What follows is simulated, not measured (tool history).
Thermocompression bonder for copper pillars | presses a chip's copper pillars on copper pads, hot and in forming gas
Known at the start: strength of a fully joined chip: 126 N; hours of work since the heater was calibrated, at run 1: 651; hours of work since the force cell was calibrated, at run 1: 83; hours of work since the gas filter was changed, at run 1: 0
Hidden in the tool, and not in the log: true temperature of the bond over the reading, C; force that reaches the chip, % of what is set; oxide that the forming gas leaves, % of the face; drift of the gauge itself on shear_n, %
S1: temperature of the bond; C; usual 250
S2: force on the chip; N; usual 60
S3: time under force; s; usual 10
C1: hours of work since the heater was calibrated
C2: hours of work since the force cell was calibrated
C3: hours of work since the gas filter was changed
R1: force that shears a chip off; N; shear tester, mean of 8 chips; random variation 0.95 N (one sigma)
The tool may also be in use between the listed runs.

run	day	S1	S2	S3	C1	C2	C3	R1
1	0	250	60	10	651	83	0	78
2	0.188	250	60	10	654	86	3	77.8
3	0.496	233	60	10	660	92	9	63.1
4	0.683	250	60	8	663	95	12	72.6
5	1.104	250	60	8	671	103	20	71.5
6	1.446	250	60	8	677	109	26	71.5
7	1.792	250	60	8	683	115	32	69.9
8	2.004	263	60	10	687	119	36	85.5
9	2.325	263	60	10	692	125	41	85.2
10	2.638	250	60	10	698	130	47	75.1
11	3.079	278	60	10	706	138	55	92.9
12	3.338	278	60	10	710	143	59	91.9
13	3.658	250	60	7	716	148	65	65.8
14	4.054	250	60	7	723	155	72	66.5
15	4.367	250	60	7	729	161	78	64.9
16	4.812	250	88	10	737	169	86	85.1
17	5.225	250	47	10	744	176	93	64.9
18	5.454	250	47	10	748	180	97	65.9
19	5.9	250	60	8	756	188	105	67.5
20	6.083	250	60	8	759	191	108	66.8
21	6.446	244	71	30	766	198	115	94.2
22	6.65	228	54	20	769	202	118	66.2
23	7.004	255	78	22	776	208	125	97.3
24	7.208	223	52	23	779	211	128	65.2
25	7.396	274	77	6	783	215	132	80.9
26	7.708	274	77	6	788	220	137	84
27	8.017	277	47	6	794	226	143	68.9
28	8.296	277	47	6	799	231	148	69.8
29	8.6	250	51	10	804	236	153	65.6
30	8.942	280	51	6	810	242	159	74
31	9.196	254	60	9	815	247	164	68.5
# day 9.288: forming gas filter changed
32	9.592	254	60	9	821	254	5	75.5
33	9.933	221	47	9	828	260	12	45.4
34	10.162	245	47	9	832	264	16	64.1
35	10.454	245	47	9	837	269	21	61.8
36	10.838	234	60	10	844	276	28	62.5
37	11.108	234	60	10	848	281	32	63.5

Measured less the same run without the tool's hidden state. The same run-to-run variation is in both; the gauge's scatter may not be:
run	R1
1	-2.8
2	-3
3	-3.3
4	-3.4
5	-3.8
6	-4
7	-4.3
8	-4.6
9	-5
10	-5.1
11	-5.7
12	-5.9
13	-5.7
14	-6.2
15	-6.3
16	-7.7
17	-7
18	-7.2
19	-7.8
20	-7.9
21	-9.8
22	-8.6
23	-10.4
24	-9
25	-9.8
26	-10.5
27	-9.6
28	-9.8
29	-9.9
30	-10.9
31	-10.9
32	-3.5
33	-3.4
34	-4.1
35	-4.2
36	-4.6
37	-5
